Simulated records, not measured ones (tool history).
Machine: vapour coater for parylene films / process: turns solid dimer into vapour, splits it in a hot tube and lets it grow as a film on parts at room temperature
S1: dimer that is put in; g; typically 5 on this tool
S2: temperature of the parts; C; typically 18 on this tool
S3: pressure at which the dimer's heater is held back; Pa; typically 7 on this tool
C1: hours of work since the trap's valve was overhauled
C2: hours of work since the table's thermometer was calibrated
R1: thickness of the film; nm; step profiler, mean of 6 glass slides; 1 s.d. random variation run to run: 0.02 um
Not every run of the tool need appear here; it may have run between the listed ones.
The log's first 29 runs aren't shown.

run	hour	S1	S2	S3	C1	C2	R1
30	557.3	3	11	7	219	569	2450
31	569.8	8	18	7	229	578	5310
# hour 588.9: trap's valve overhauled
32	598.7	8	11	7	7	597	6550
33	625.2	8	24	3.5	28	617	4570
34	642.3	8	24	3.5	41	630	4600
35	654.3	8	24	3.5	50	640	4590
36	676.9	5	19	7	67	657	3220
37	689.7	2	18	4.21	77	666	1340
38	703.1	9	21	10.03	87	677	5390
39	714	6	26	7.14	95	685	3150
40	732.2	5	18	8.01	109	699	3300
41	757.7	5	18	8.01	128	718	3230
42	779.2	5	18	8.01	144	734	3260
43	793.6	5	18	8.01	155	745	3280
44	806.4	5	18	8.01	165	755	3300
45	819.9	5	18	8.01	175	765	3300
46	833.3	5	18	8.01	185	775	3270
47	854.5	7	20	5.14	202	792	4410
48	879.3	7	20	5.14	220	810	4430

Here are 3 independent what-if runs from the current tool condition. What would each one return?
A	894.7	6	18	7	232	822	?
B	894.7	2	22	7	232	822	?
C	894.7	7	18	5.49	232	822	?

run	R1
A	3910
B	1180
C	4640
The same runs, with their run-to-run variation unchanged, on a tool lacking any hidden condition would have given:
run	R1
A	3920
B	1190
C	4660
